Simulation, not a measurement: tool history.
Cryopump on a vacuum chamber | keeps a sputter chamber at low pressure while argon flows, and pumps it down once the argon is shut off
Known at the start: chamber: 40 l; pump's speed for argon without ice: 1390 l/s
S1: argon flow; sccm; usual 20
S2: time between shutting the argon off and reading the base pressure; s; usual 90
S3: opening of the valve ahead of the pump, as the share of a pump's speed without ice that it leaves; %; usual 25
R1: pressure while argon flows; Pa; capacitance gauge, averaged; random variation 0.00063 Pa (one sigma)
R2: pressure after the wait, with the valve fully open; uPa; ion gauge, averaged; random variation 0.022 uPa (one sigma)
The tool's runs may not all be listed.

run 1 hour=0.0 | S1=20 S2=90 S3=25 | R1=0.1031 R2=1.21
run 2 hour=52.5 | S1=20 S2=43 S3=25 | R1=0.1036 R2=1.61
run 3 hour=106.1 | S1=20 S2=43 S3=25 | R1=0.1049 R2=1.62
run 4 hour=144.2 | S1=20 S2=43 S3=25 | R1=0.1067 R2=1.74
run 5 hour=204.8 | S1=20 S2=100 S3=25 | R1=0.1069 R2=1.44
run 6 hour=240.1 | S1=20 S2=100 S3=25 | R1=0.1075 R2=1.45
-- hour=253.3 pump warmed up, emptied and cooled again
run 7 hour=281.6 | S1=14 S2=100 S3=25 | R1=0.0689 R2=1.18
run 8 hour=329.9 | S1=20 S2=154 S3=25 | R1=0.0990 R2=1.11
run 9 hour=373.2 | S1=37 S2=154 S3=25 | R1=0.1845 R2=1.15
run 10 hour=404.2 | S1=11 S2=90 S3=25 | R1=0.0549 R2=1.31
run 11 hour=458.2 | S1=20 S2=90 S3=25 | R1=0.1012 R2=1.37
run 12 hour=486.2 | S1=20 S2=38 S3=25 | R1=0.1011 R2=1.80
run 13 hour=539.6 | S1=20 S2=38 S3=25 | R1=0.1016 R2=1.90
run 14 hour=571.1 | S1=20 S2=38 S3=25 | R1=0.1017 R2=2.02
run 15 hour=629.0 | S1=20 S2=38 S3=17 | R1=0.1471 R2=2.02
run 16 hour=680.9 | S1=17 S2=90 S3=25 | R1=0.0880 R2=1.71
run 17 hour=720.3 | S1=17 S2=90 S3=25 | R1=0.0880 R2=1.75
run 18 hour=774.6 | S1=25 S2=264 S3=19 | R1=0.1688 R2=1.62
run 19 hour=824.9 | S1=20 S2=21 S3=29 | R1=0.0925 R2=2.97
run 20 hour=857.1 | S1=20 S2=21 S3=29 | R1=0.0942 R2=3.05
-- hour=894.3 pump warmed up, emptied and cooled again
run 21 hour=903.6 | S1=35 S2=90 S3=15 | R1=0.2853 R2=1.63
run 22 hour=938.8 | S1=35 S2=90 S3=15 | R1=0.2836 R2=1.67
run 23 hour=997.5 | S1=35 S2=90 S3=15 | R1=0.2867 R2=1.77
run 24 hour=1060.2 | S1=35 S2=90 S3=51 | R1=0.0881 R2=1.85
run 25 hour=1086.5 | S1=14 S2=195 S3=35 | R1=0.0503 R2=1.64
run 26 hour=1120.0 | S1=14 S2=90 S3=25 | R1=0.0710 R2=1.86
run 27 hour=1150.2 | S1=21 S2=31 S3=25 | R1=0.1064 R2=2.51
run 28 hour=1178.6 | S1=22 S2=61 S3=52 | R1=0.0570 R2=2.11
run 29 hour=1240.9 | S1=14 S2=90 S3=25 | R1=0.0719 R2=2.08
run 30 hour=1272.2 | S1=20 S2=176 S3=21 | R1=0.1224 R2=1.95
run 31 hour=1302.4 | S1=27 S2=54 S3=16 | R1=0.2129 R2=2.35
run 32 hour=1328.0 | S1=33 S2=38 S3=17 | R1=0.2474 R2=2.62
run 33 hour=1360.0 | S1=18 S2=90 S3=41 | R1=0.0596 R2=2.32

Forecast each of these 5 alternatives for the next run:
run A hour=1388.8 | S1=18 S2=218 S3=22 | R1=? R2=?
run B hour=1388.8 | S1=20 S2=90 S3=26 | R1=? R2=?
run C hour=1388.8 | S1=32 S2=35 S3=22 | R1=? R2=?
run D hour=1388.8 | S1=18 S2=66 S3=18 | R1=? R2=?
run E hour=1388.8 | S1=32 S2=90 S3=29 | R1=? R2=?

run=A R1=0.1061 R2=2.20
run=B R1=0.1015 R2=2.39
run=C R1=0.1897 R2=2.81
run=D R1=0.1279 R2=2.44
run=E R1=0.1469 R2=2.36
Without the tool's hidden state the same runs would have given:
run=A R1=0.0989 R2=0.35
run=B R1=0.0934 R2=0.53
run=C R1=0.1769 R2=1.00
run=D R1=0.1207 R2=0.61
run=E R1=0.1341 R2=0.51

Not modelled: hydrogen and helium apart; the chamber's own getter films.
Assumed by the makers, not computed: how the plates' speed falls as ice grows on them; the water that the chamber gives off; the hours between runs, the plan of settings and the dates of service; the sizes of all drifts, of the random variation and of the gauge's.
